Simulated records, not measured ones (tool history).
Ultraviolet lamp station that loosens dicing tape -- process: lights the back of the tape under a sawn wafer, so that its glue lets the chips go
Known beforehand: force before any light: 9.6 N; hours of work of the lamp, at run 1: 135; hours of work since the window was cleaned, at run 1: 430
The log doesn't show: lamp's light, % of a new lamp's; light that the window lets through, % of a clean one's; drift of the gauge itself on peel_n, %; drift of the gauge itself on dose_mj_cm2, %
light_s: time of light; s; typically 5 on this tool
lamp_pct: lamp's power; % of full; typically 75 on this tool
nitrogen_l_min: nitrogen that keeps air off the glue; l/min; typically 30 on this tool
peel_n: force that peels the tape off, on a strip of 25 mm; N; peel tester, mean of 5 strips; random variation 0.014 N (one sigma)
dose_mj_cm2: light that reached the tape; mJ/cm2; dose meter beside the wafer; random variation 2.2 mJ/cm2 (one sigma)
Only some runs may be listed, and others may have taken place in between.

run,hour,light_s,lamp_pct,nitrogen_l_min,hours of work of the lamp,hours of work since the window was cleaned,peel_n,dose_mj_cm2
1,0.0,5,75,30,135,430,0.706,193
2,4.8,5,75,30,137,433,0.656,196
3,9.7,5,75,30,140,435,0.707,196
4,16.6,5,75,30,144,439,0.680,196
5,23.6,5,66,30,148,444,0.894,173
6,27.2,5,66,30,151,446,0.865,177
7,34.5,5,75,30,155,450,0.695,196
# hour 38.2: window cleaned of glue's vapour
8,41.0,5,75,30,158,2,0.666,198
9,49.5,5,75,30,163,7,0.651,198
10,55.6,5,75,30,167,10,0.683,202
11,62.3,5,75,20,171,14,0.895,197
12,66.7,5,75,20,173,17,0.858,200
13,74.2,5,64,30,178,21,0.941,170
14,78.0,5,64,30,180,23,0.947,171
15,83.4,5,75,30,183,26,0.699,197
16,89.2,5,75,30,186,30,0.663,198
17,97.5,5,75,30,191,35,0.683,201
18,104.1,5,75,30,195,38,0.689,197
19,108.4,5,75,30,198,41,0.681,198
20,112.7,5,61,30,200,43,1.017,164
21,116.3,5,75,30,202,46,0.666,199
22,122.7,5,75,30,206,49,0.680,197
23,131.2,6,68,13,211,54,0.952,220
24,137.2,2,65,10,214,58,4.722,69
25,141.7,2,65,12,217,60,4.489,65
26,148.1,3,75,26,221,64,1.879,122
27,156.4,5,75,22,226,69,0.819,198
28,163.8,4,88,30,230,73,0.765,187
29,172.6,5,64,32,235,78,0.935,170
30,179.9,5,64,32,239,83,0.900,170
31,187.6,7,88,32,244,87,0.275,321
32,196.6,3,88,32,249,92,1.288,141
33,200.3,2,88,28,251,95,2.493,93
34,205.2,2,90,30,254,97,2.477,98
35,212.4,8,69,13,258,102,0.526,292
36,216.8,4,69,52,261,104,0.965,150
37,225.4,5,69,30,266,109,0.814,183
38,229.3,5,69,9,268,111,1.636,182
39,234.2,3,100,30,271,114,1.072,159
40,239.0,3,82,15,274,117,2.152,129
41,246.3,3,82,15,278,121,2.271,130

Forecast run 42:
42,250.1,2,82,15,280,124,?,?

Run 42 yielded peel_n 3.355 N, dose_mj_cm2 87 mJ/cm2.
On a tool with no hidden condition, and with the same random variation, this run would have come out at peel_n 3.351 N, dose_mj_cm2 87 mJ/cm2.
